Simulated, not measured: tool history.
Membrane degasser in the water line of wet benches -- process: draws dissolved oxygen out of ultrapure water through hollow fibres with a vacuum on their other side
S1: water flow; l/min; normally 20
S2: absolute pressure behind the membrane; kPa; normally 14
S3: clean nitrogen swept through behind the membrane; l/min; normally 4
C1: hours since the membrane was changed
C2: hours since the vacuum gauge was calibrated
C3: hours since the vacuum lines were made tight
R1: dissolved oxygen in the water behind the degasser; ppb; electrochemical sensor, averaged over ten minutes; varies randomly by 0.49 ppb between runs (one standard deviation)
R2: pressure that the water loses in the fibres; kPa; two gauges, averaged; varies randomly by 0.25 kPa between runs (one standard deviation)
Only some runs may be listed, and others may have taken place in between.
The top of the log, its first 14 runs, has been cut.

run	hour	S1	S2	S3	C1	C2	C3	R1	R2
15	3293.3	23	14	4	4972	1622	2530	161.1	79.57
16	3612.3	23	14	4	5291	1941	2849	161.2	80.1
17	3897.9	23	14	4	5577	2226	3134	160.5	79.68
18	4043.4	19	8.5	7.37	5722	2372	3280	41.7	66.17
19	4344.8	26	13.8	5.34	6024	2673	3581	139.9	90.79
20	4580.9	20	11.9	4	6260	2909	3817	115.1	69.69
21	4924.6	20	16.3	8.89	6604	3253	4161	81.7	70.17
22	5199.8	23	27.3	2.56	6879	3528	4436	500.6	80.4
23	5528.6	23	27.3	2.56	7208	3857	4765	502	80.78
24	5787.1	20	18.6	2.26	7466	4115	5023	324.6	69.97
25	5974.8	19	14	4	7654	4303	5211	133.8	66.75
26	6120.5	28	9.9	11.42	7799	4449	5357	59.5	98.43
27	6409.1	20	23.4	4	8088	4738	5645	251.3	70.5
28	6637.8	19	10.5	6.2	8317	4966	5874	64.5	66.88
29	6874.5	19	10.5	1.9	8553	5203	6111	182.8	66.95
30	7200.9	28	14	5.18	8880	5529	6437	161.2	98.85
31	7496.7	28	14	5.18	9176	5825	6733	161	99.55
32	7671.9	28	14	5.18	9351	6000	6908	161.5	99.34
33	7837.8	28	14	5.18	9517	6166	7074	160.7	99.15

3 options for the next run, each taken on its own from the tool as it stands now. Forecast them:
A	7979.9	28	24	8.35	9659	6308	7216	?	?
B	7979.9	22	11.4	2.35	9659	6308	7216	?	?
C	7979.9	17	9.1	8.57	9659	6308	7216	?	?

run	R1	R2
A	188.8	99.21
B	195.2	78
C	37.4	60.58
The same runs, with their run-to-run variation unchanged, on a tool lacking any hidden condition would have given:
run	R1	R2
A	182	95.04
B	186.6	74.72
C	34.2	58.04

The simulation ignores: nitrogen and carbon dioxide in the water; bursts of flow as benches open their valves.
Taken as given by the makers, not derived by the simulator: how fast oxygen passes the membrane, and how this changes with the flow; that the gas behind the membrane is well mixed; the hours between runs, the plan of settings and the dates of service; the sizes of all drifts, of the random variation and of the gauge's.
